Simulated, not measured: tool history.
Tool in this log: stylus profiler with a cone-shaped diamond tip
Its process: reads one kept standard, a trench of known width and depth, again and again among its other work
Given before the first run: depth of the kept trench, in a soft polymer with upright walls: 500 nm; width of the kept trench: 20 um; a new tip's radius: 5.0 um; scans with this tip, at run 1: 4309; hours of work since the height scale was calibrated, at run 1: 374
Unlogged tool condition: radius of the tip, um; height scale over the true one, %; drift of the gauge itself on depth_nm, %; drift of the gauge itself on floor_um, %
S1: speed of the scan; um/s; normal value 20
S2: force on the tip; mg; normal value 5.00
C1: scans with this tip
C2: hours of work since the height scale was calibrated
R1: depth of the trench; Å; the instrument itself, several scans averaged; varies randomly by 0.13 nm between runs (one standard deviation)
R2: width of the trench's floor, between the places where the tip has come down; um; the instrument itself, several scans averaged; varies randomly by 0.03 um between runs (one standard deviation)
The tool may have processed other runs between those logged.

| run | day | S1 | S2 | C1 | C2 | R1 | R2 |
|---|---|---|---|---|---|---|---|
| 1 | 0.000 | 20 | 5.00 | 4309 | 374 | 5073.5 | 15.53 |
| 2 | 0.388 | 20 | 5.00 | 4365 | 379 | 5074.3 | 15.52 |
| 3 | 0.867 | 46 | 5.00 | 4433 | 385 | 5072.1 | 15.50 |
| 4 | 1.683 | 46 | 5.00 | 4550 | 395 | 5071.2 | 15.46 |
| 5 | 2.312 | 46 | 5.00 | 4640 | 403 | 5072.3 | 15.43 |
| 6 | 2.967 | 20 | 5.00 | 4734 | 411 | 5070.4 | 15.58 |
| 7 | 3.808 | 20 | 4.08 | 4854 | 421 | 5064.7 | 15.53 |
| 8 | 4.538 | 20 | 4.08 | 4958 | 430 | 5062.6 | 15.55 |
| 9 | 5.271 | 10 | 4.73 | 5063 | 439 | 5069.4 | 15.57 |
| 10 | 6.025 | 54 | 3.59 | 5171 | 449 | 5058.9 | 15.34 |
| 11 | 6.675 | 47 | 6.79 | 5264 | 457 | 5087.0 | 15.45 |
| 12 | 7.467 | 8 | 4.46 | 5377 | 467 | 5067.6 | 15.64 |
| 13 | 7.942 | 16 | 2.21 | 5445 | 472 | 5042.4 | 15.55 |

For run 14, what comes out?
| 14 | 8.529 | 79 | 1.78 | 5529 | 480 | ? | ? |

{"run 14": {"R1": 5035.5, "R2": 15.06}}
Take away the tool's hidden state, keep the run-to-run variation as it was, and the same run would have given R1 5035.5 Å, R2 15.07 um.
